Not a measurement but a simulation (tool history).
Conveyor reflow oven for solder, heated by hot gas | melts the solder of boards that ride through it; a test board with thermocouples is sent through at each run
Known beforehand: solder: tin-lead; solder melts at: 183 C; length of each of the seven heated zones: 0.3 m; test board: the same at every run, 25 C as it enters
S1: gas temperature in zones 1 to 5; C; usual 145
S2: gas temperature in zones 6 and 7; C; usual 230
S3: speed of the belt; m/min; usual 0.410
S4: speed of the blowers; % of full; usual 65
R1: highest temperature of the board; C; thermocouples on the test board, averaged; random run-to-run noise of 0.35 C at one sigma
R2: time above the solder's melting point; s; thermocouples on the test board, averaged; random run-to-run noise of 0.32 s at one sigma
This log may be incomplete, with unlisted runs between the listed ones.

run   hour   S1   S2     S3  S4     R1    R2
  1    0.0  145  230  0.410  65  217.3  70.4
  2   22.5  145  230  0.410  65  217.4  70.7
  3   46.1  145  230  0.410  65  216.5  70.3
  4   65.0  137  230  0.410  65  215.5  65.2
  5   83.6  137  230  0.410  65  215.4  65.5
  6  100.5  137  230  0.410  72  216.4  65.5
  7  110.9  137  230  0.410  72  216.7  65.7
  8  129.1  145  230  0.409  65  215.4  68.7
  9  149.6  145  229  0.410  65  215.0  67.3
 10  174.0  145  230  0.417  65  215.4  66.6
 11  194.1  145  230  0.417  65  215.3  66.8
 12  213.0  145  230  0.417  75  217.3  69.1
 13  228.8  155  230  0.410  65  217.6  75.0
 14  249.8  155  230  0.410  65  217.4  74.9
 15  272.2  155  230  0.410  65  217.2  74.0
 16  289.8  147  222  0.424  58  206.3  56.2
 17  308.5  140  221  0.340  60  209.7  75.0
 18  324.7  140  221  0.337  60  210.0  76.0
 19  338.3  140  221  0.337  60  210.0  76.4
 20  351.7  145  237  0.364  65  224.9  85.0
 21  371.8  145  237  0.364  65  224.6  85.5
 22  384.5  145  237  0.364  65  225.2  85.3
 23  397.2  132  239  0.410  87  226.2  71.8
 24  426.6  132  239  0.410  87  227.8  73.5
 25  447.5  152  239  0.407  79  228.5  81.8
 26  470.0  150  239  0.407  83  228.3  81.3
 27  482.8  150  239  0.407  83  229.2  80.8
 28  493.8  153  230  0.410  65  216.8  74.0
 29  504.2  147  238  0.410  65  223.1  75.4
 30  525.0  145  230  0.436  65  213.6  61.9

Removed from this log: 2 entries logged between the listed runs. Between which two listed runs does each belong, and how does the tool's hidden state at the listed run before it compare with that at the listed run after it?
Run 5 -> run 6: belt drive overhauled, speed set with a stopwatch (hour 89.6)
  heat that the gas passes to the board, % of a clean oven's: 98.6 -> 98.5; belt's true speed, % of the reading: 98.22 -> 99.97; true gas temperature in zones 6 and 7 over the reading, C: -0.95 -> -0.97
  the result without the hidden state subtracted from the measured one, R1: -0.6 -> -1.2 C; R2: +0.7 -> -1.0 s
Run 23 -> run 24: flux residue cleaned out of gas plates and filters (hour 417.8)
  heat that the gas passes to the board, % of a clean oven's: 95.5 -> 99.7; belt's true speed, % of the reading: 99.51 -> 99.47; true gas temperature in zones 6 and 7 over the reading, C: -1.4 -> -1.43
  the result without the hidden state subtracted from the measured one, R1: -2.2 -> -1.2 C; R2: -1.2 -> -0.4 s
